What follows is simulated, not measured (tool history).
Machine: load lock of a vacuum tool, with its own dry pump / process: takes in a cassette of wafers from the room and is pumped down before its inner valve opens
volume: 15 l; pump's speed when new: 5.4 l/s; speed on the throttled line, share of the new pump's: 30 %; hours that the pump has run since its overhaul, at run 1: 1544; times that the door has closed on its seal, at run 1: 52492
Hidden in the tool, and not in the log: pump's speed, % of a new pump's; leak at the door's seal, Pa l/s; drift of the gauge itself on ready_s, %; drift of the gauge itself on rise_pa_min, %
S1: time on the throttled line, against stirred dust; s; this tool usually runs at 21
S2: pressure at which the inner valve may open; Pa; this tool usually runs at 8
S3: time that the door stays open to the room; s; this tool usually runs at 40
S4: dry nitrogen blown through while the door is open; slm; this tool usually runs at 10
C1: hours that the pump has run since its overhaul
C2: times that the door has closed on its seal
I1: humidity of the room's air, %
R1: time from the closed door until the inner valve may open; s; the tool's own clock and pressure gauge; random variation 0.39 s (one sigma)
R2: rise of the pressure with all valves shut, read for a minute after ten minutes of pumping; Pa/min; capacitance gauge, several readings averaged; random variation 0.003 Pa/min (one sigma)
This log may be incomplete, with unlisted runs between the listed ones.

run	hour	S1	S2	S3	S4	C1	C2	I1	R1	R2
1	0.0	21	8	40	10	1544	52492	48.6	41.7	0.423
2	297.7	21	8	40	10	1842	53622	45.3	42.3	0.442
3	674.5	21	8	40	10	2219	55052	43.8	41.8	0.460
4	855.1	21	8	222	10	2400	55737	45.9	41.7	0.559
5	1139.7	21	8	222	10	2684	56817	42.3	42.7	0.556
6	1410.8	21	8	40	10	2955	57846	41.6	42.4	0.487
7	1796.4	21	8	40	10	3341	59309	46.5	42.3	0.516
8	2062.1	21	8	40	10	3607	60317	44.3	43.5	0.519
9	2428.3	21	8	40	10	3973	61707	48.6	42.2	0.541
10	2758.8	21	8	40	10	4303	62961	45.4	42.2	0.562
11	3055.4	21	8	40	10	4600	64087	48.9	43.3	0.579
12	3285.4	21	8	40	10	4830	64959	45.8	42.9	0.593
13	3532.6	35	8	40	10	5077	65898	43.2	53.5	0.601
14	3723.4	35	8	207	10	5268	66621	42.4	51.6	0.666
15	4014.0	35	8	207	10	5558	67724	44.5	52.5	0.690
16	4442.2	35	8	207	42	5987	69349	41.8	52.9	0.664
17	4749.6	35	8	207	42	6294	70515	43.7	52.9	0.672
18	4954.2	19	8	40	10	6499	71292	43.0	41.5	0.660
19	5238.2	21	8	40	10	6783	72370	44.4	44.0	0.700
20	5659.3	21	8	40	10	7204	73967	47.6	42.8	0.700
21	5968.7	21	8	40	10	7513	75142	47.8	43.7	0.721

Expected results for the next run?
22	6272.7	21	8	40	13	7817	76295	47.1	?	?

R1: 44.3 s
R2: 0.742 Pa/min
Minus the tool's unlogged condition, the same run would have read R1 42.1 s, R2 0.045 Pa/min.
